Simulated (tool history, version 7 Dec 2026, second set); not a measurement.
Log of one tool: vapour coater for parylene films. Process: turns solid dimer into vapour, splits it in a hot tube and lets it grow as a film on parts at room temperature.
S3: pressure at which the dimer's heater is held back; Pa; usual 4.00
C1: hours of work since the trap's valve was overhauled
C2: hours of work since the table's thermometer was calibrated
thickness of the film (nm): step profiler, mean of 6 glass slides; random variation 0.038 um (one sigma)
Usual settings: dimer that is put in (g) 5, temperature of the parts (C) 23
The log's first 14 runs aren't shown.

Run 15, hour 177.4: usual settings; C1 151; C2 564. Result: thickness of the film (nm) 3990.
Run 16, hour 191.9: usual settings; C1 162; C2 575. Result: thickness of the film (nm) 4010.
Run 17, hour 209.2: usual settings; C1 175; C2 588. Result: thickness of the film (nm) 4030.
Run 18, hour 223.0: usual settings; C1 185; C2 598. Result: thickness of the film (nm) 3990.
Run 19, hour 235.0: usual settings; C1 194; C2 607. Result: thickness of the film (nm) 3970.
Run 20, hour 252.4: usual settings; C1 207; C2 620. Result: thickness of the film (nm) 3960.
Run 21, hour 267.8: usual settings; C1 218; C2 631. Result: thickness of the film (nm) 3900.
Run 22, hour 277.0: usual settings; C1 225; C2 638. Result: thickness of the film (nm) 3970.
Run 23, hour 294.7: usual settings but dimer that is put in (g) 8, temperature of the parts (C) 16, S3 11.26 Pa; C1 238; C2 651. Result: thickness of the film (nm) 6840.

Run 24 comes next. What will it give?
Run 24, hour 308.2: usual settings but dimer that is put in (g) 8, temperature of the parts (C) 16, S3 11.26 Pa; C1 248; C2 661. Result: thickness of the film (nm) ?.

Run 24 gave thickness of the film (nm) 6890.
Without the tool's hidden state the same run would have given thickness of the film (nm) 7200.
